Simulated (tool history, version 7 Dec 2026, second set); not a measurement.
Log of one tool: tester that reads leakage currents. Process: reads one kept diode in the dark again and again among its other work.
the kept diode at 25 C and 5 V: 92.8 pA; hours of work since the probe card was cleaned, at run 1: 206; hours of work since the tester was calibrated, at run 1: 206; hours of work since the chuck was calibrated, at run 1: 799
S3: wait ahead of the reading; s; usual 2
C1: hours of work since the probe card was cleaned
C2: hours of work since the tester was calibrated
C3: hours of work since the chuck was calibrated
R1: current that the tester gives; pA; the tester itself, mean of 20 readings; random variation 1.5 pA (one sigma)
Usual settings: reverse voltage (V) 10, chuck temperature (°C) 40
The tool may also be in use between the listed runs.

Run 1, day 0: usual settings; C1 206; C2 206; C3 799. Result: R1 460.76 pA.
Run 2, day 0.933: usual settings; C1 217; C2 217; C3 810. Result: R1 461.55 pA.
Run 3, day 1.521: usual settings; C1 225; C2 225; C3 818. Result: R1 460.3 pA.
At day 2.283: chuck's temperature calibrated.
Run 4, day 2.379: usual settings; C1 234; C2 234; C3 1. Result: R1 505 pA.
Run 5, day 3.375: usual settings; C1 246; C2 246; C3 14. Result: R1 503.52 pA.
Run 6, day 4.254: usual settings; C1 257; C2 257; C3 24. Result: R1 501.09 pA.
Run 7, day 5.325: usual settings; C1 271; C2 271; C3 38. Result: R1 503.02 pA.
Run 8, day 6.271: usual settings; C1 282; C2 282; C3 49. Result: R1 503.28 pA.
Run 9, day 6.858: usual settings but chuck temperature (°C) 47; C1 289; C2 289; C3 56. Result: R1 913.19 pA.
Run 10, day 8.067: usual settings but chuck temperature (°C) 54; C1 304; C2 304; C3 71. Result: R1 1628.01 pA.
Run 11, day 8.742: usual settings but chuck temperature (°C) 29; C1 313; C2 313; C3 80. Result: R1 185.1 pA.
Run 12, day 9.996: usual settings but chuck temperature (°C) 29; C1 328; C2 328; C3 95. Result: R1 185.37 pA.
Run 13, day 11.008: usual settings but chuck temperature (°C) 29; C1 341; C2 341; C3 108. Result: R1 185.42 pA.
Run 14, day 11.883: usual settings but reverse voltage (V) 12.6, chuck temperature (°C) 29; C1 351; C2 351; C3 119. Result: R1 205.7 pA.
Run 15, day 12.95: usual settings but reverse voltage (V) 12.6, chuck temperature (°C) 29; C1 365; C2 365; C3 132. Result: R1 202.9 pA.
Run 16, day 13.988: usual settings but reverse voltage (V) 12.6, chuck temperature (°C) 29; C1 377; C2 377; C3 144. Result: R1 204.16 pA.
Run 17, day 14.683: usual settings but reverse voltage (V) 12.6, chuck temperature (°C) 29; C1 386; C2 386; C3 153. Result: R1 203.7 pA.
Run 18, day 15.867: usual settings but reverse voltage (V) 1.2; C1 401; C2 401; C3 168. Result: R1 202.68 pA.
Run 19, day 16.446: usual settings; C1 408; C2 408; C3 175. Result: R1 496.07 pA.
Run 20, day 17.154: usual settings; C1 417; C2 417; C3 184. Result: R1 498.1 pA.
Run 21, day 17.988: usual settings but reverse voltage (V) 4.9, chuck temperature (°C) 32, S3 0.33 s; C1 427; C2 427; C3 194. Result: R1 181.6 pA.
Run 22, day 18.683: usual settings but reverse voltage (V) 4.9, chuck temperature (°C) 34, S3 6 s; C1 435; C2 435; C3 202. Result: R1 213.1 pA.
Run 23, day 19.208: usual settings but reverse voltage (V) 4.5, chuck temperature (°C) 33, S3 1.14 s; C1 442; C2 442; C3 209. Result: R1 189.38 pA.
Run 24, day 20.312: usual settings but reverse voltage (V) 5.5, chuck temperature (°C) 38, S3 4.75 s; C1 455; C2 455; C3 223. Result: R1 320.38 pA.
Run 25, day 21.204: usual settings but reverse voltage (V) 8.2, chuck temperature (°C) 38, S3 4.75 s; C1 466; C2 466; C3 234. Result: R1 380.32 pA.
Run 26, day 22.329: usual settings but reverse voltage (V) 8.2, chuck temperature (°C) 38, S3 4.75 s; C1 480; C2 480; C3 247. Result: R1 379.21 pA.
Run 27, day 23.508: usual settings but reverse voltage (V) 1.1, chuck temperature (°C) 25, S3 5.65 s; C1 495; C2 495; C3 262. Result: R1 48 pA.
Run 28, day 24.521: usual settings but reverse voltage (V) 1.9, chuck temperature (°C) 36, S3 5.65 s; C1 507; C2 507; C3 274. Result: R1 170.32 pA.
Run 29, day 25.233: usual settings but reverse voltage (V) 13.1, chuck temperature (°C) 55, S3 0.79 s; C1 516; C2 516; C3 283. Result: R1 1937.33 pA.
Run 30, day 26.092: usual settings but reverse voltage (V) 13.1, chuck temperature (°C) 55, S3 0.79 s; C1 527; C2 527; C3 294. Result: R1 1939.01 pA.
Run 31, day 27.088: usual settings but reverse voltage (V) 5.2, chuck temperature (°C) 27, S3 8.2 s; C1 539; C2 539; C3 306. Result: R1 113.03 pA.
Run 32, day 28.162: usual settings but reverse voltage (V) 5.2, chuck temperature (°C) 27, S3 8.2 s; C1 552; C2 552; C3 319. Result: R1 113.1 pA.
Run 33, day 28.692: usual settings but reverse voltage (V) 5.2, chuck temperature (°C) 27, S3 8.2 s; C1 559; C2 559; C3 326. Result: R1 113.21 pA.
Run 34, day 29.479: usual settings but reverse voltage (V) 5.2, chuck temperature (°C) 27, S3 8.2 s; C1 569; C2 569; C3 336. Result: R1 113.18 pA.
Run 35, day 30.667: usual settings but S3 0.47 s; C1 583; C2 583; C3 350. Result: R1 491.61 pA.
Run 36, day 31.208: usual settings but reverse voltage (V) 4.4, chuck temperature (°C) 31, S3 0.61 s; C1 590; C2 590; C3 357. Result: R1 154.17 pA.
Run 37, day 32.229: usual settings but reverse voltage (V) 11.6, chuck temperature (°C) 43; C1 603; C2 603; C3 370. Result: R1 675.62 pA.
Run 38, day 33.096: usual settings but reverse voltage (V) 11.6, chuck temperature (°C) 43; C1 613; C2 613; C3 380. Result: R1 673.54 pA.
Run 39, day 33.983: usual settings but reverse voltage (V) 11.6, chuck temperature (°C) 43; C1 624; C2 624; C3 391. Result: R1 672.48 pA.

Hidden state or all else? Some run-to-run changes of R1, split into what the settings, what came in and random variation would give without the hidden state, and what is left for the hidden state (with any gauge scatter that isn't in both results):
The hidden state here: stray current of the dirty probe card, pA a volt; current scale over the true one, %; true chuck temperature over the reading, C; drift of the gauge itself on leakage_pa, %.
Run 3 -> 4: chuck's temperature calibrated. R1 +44.7 pA: hidden state +45.01, all else -0.31.
Run 10 -> 11: chuck temperature (°C) 54 -> 29. R1 -1442.91 pA: hidden state +3.69, all else -1446.6.
Run 28 -> 29: reverse voltage (V) 1.9 -> 13.1, chuck temperature (°C) 36 -> 55, S3 5.65 -> 0.79. R1 +1767.01 pA: hidden state -39.82, all else +1806.83.
Run 30 -> 31: reverse voltage (V) 13.1 -> 5.2, chuck temperature (°C) 55 -> 27, S3 0.79 -> 8.2. R1 -1825.98 pA: hidden state +44.05, all else -1870.03.
